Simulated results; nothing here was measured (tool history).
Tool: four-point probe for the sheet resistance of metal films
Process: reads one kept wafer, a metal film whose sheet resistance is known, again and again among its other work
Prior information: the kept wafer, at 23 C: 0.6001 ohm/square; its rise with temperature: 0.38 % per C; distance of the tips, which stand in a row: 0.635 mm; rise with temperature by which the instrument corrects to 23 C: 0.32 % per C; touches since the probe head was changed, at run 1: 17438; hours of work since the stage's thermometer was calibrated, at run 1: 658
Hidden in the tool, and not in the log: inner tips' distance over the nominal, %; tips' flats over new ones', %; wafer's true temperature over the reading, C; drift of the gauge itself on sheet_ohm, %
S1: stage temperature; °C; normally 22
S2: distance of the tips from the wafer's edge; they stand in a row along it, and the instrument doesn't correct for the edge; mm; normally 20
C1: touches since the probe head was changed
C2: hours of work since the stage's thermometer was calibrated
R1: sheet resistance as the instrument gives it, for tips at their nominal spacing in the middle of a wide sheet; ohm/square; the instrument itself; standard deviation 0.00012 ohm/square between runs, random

| run | day | S1 | S2 | C1 | C2 | R1 |
|---|---|---|---|---|---|---|
| 1 | 0 | 22 | 20 | 17438 | 658 | 0.601262 |
| 2 | 0.579 | 22 | 20 | 17732 | 663 | 0.601256 |
| 3 | 1.225 | 22 | 21 | 18062 | 670 | 0.601434 |
| 4 | 1.812 | 22 | 41 | 18360 | 675 | 0.601162 |
| 5 | 2.379 | 22 | 8 | 18649 | 681 | 0.602843 |
| 6 | 3.383 | 22 | 20 | 19161 | 691 | 0.601159 |
| 7 | 4.275 | 22 | 8 | 19613 | 699 | 0.602915 |
| 8 | 5.25 | 22 | 20 | 20111 | 709 | 0.601238 |
| 9 | 5.867 | 22 | 20 | 20424 | 715 | 0.601166 |
| 10 | 6.504 | 22 | 20 | 20749 | 721 | 0.601245 |
| 11 | 7.458 | 27 | 20 | 21234 | 730 | 0.602951 |
| 12 | 8.054 | 22 | 5 | 21537 | 736 | 0.605998 |
| 13 | 9.046 | 22 | 20 | 22042 | 746 | 0.601132 |
| 14 | 9.842 | 22 | 20 | 22446 | 754 | 0.601291 |
| 15 | 10.575 | 26 | 20 | 22821 | 761 | 0.602527 |
| 16 | 11.304 | 26 | 20 | 23192 | 768 | 0.60247 |
| 17 | 12.175 | 26 | 20 | 23634 | 776 | 0.60247 |
| 18 | 12.888 | 26 | 20 | 23998 | 783 | 0.602378 |
| 19 | 13.625 | 26 | 20 | 24373 | 791 | 0.602415 |
| 20 | 14.217 | 22 | 12 | 24674 | 796 | 0.601534 |
| 21 | 15.25 | 22 | 10 | 25201 | 806 | 0.602065 |
| 22 | 15.812 | 22 | 10 | 25486 | 812 | 0.602003 |
| 23 | 16.279 | 22 | 14 | 25723 | 817 | 0.601167 |
| 24 | 16.804 | 22 | 8 | 25991 | 822 | 0.602807 |
| 25 | 17.458 | 22 | 8 | 26324 | 828 | 0.602622 |
| 26 | 18.442 | 22 | 20 | 26825 | 838 | 0.600923 |
|  | 18.546 | stage's thermometer calibrated |
| 27 | 19.333 | 23 | 18 | 27267 | 8 | 0.601289 |
| 28 | 19.796 | 32 | 9 | 27503 | 12 | 0.605561 |
| 29 | 20.758 | 32 | 9 | 27993 | 22 | 0.60541 |
| 30 | 21.3 | 34 | 14 | 28270 | 27 | 0.605284 |
| 31 | 22.308 | 22 | 40 | 28782 | 37 | 0.600643 |
| 32 | 22.767 | 22 | 40 | 29016 | 41 | 0.600652 |
|  | 23.525 | stage's thermometer calibrated, once more |
| 33 | 23.8 | 22 | 40 | 29531 | 3 | 0.60123 |
| 34 | 24.521 | 22 | 40 | 29899 | 10 | 0.600856 |
| 35 | 25.146 | 32 | 10 | 30216 | 16 | 0.605522 |
| 36 | 25.838 | 30 | 20 | 30569 | 23 | 0.603962 |
| 37 | 26.792 | 30 | 23 | 31053 | 32 | 0.603875 |
| 38 | 27.662 | 20 | 7 | 31497 | 40 | 0.602939 |
| 39 | 28.158 | 26 | 6 | 31750 | 45 | 0.606119 |
| 40 | 28.788 | 29 | 47 | 32070 | 51 | 0.603358 |
| 41 | 29.204 | 18 | 34 | 32282 | 55 | 0.599635 |
| 42 | 30.008 | 19 | 12 | 32691 | 63 | 0.600684 |
| 43 | 30.588 | 19 | 12 | 32986 | 69 | 0.600743 |
| 44 | 31.208 | 28 | 8 | 33301 | 75 | 0.60495 |

Alternative continuations, all from the tool just after run 44; predict every row:
| A | 31.975 | 20 | 13 | 33692 | 82 | ? |
| B | 31.975 | 32 | 5 | 33692 | 82 | ? |
| C | 31.975 | 20 | 17 | 33692 | 82 | ? |

| run | R1 |
|---|---|
| A | 0.600879 |
| B | 0.609308 |
| C | 0.600558 |
The same runs, with their run-to-run variation unchanged, on a tool lacking any hidden condition would have given:
| run | R1 |
|---|---|
| A | 0.599831 |
| B | 0.608246 |
| C | 0.599511 |
